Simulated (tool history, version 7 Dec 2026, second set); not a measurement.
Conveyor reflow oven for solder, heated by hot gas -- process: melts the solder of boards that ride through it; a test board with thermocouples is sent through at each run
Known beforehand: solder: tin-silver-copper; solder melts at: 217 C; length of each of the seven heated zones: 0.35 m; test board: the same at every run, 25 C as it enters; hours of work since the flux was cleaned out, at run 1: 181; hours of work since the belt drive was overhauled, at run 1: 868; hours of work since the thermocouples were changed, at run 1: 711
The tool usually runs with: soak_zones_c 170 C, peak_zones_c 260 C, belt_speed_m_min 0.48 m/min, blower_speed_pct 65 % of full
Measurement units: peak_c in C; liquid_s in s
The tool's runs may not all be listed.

run,hour,soak_zones_c,peak_zones_c,belt_speed_m_min,blower_speed_pct,hours of work since the flux was cleaned out,hours of work since the belt drive was overhauled,hours of work since the thermocouples were changed,peak_c,liquid_s
1,0,170,260,0.48,65,181,868,711,246.5,60
2,46.8,170,260,0.438,65,217,904,747,249.1,69.9
3,97.2,170,260,0.438,65,256,943,786,249,69.5
# hour 120: flux residue cleaned out of gas plates and filters
4,142,170,260,0.438,65,17,974,817,248.9,69.2
5,182.6,170,260,0.48,65,48,1005,848,246.7,60.1
6,256.1,170,260,0.48,65,105,1062,905,246.5,60
7,317,170,260,0.48,65,152,1109,952,246.7,59.8
8,351.7,170,260,0.48,65,179,1136,979,246.7,59.9
# hour 402.7: belt drive overhauled, speed set with a stopwatch
9,410.3,170,260,0.48,65,221,6,1021,246.6,59.3
# hour 476.6: flux residue cleaned out of gas plates and filters
10,478.2,182,260,0.523,65,1,54,1070,246.1,58.1
11,526.9,172,270,0.439,86,39,92,1107,262.2,81.5
12,566.7,165,255,0.439,83,70,123,1138,247,67
13,609.5,174,254,0.439,56,103,156,1171,241.9,61.8
14,680.4,170,260,0.521,65,157,211,1226,244,52.2
15,728.6,170,270,0.521,65,195,248,1263,252.9,59

What does the tool deliver on the next run?
16,781.9,161,264,0.486,89,236,289,1304,?,?

{"run 16": {"peak_c": 254, "liquid_s": 63.9}}
Had the tool carried no hidden state, the very same run would have given peak_c 254 C, liquid_s 63.8 s.
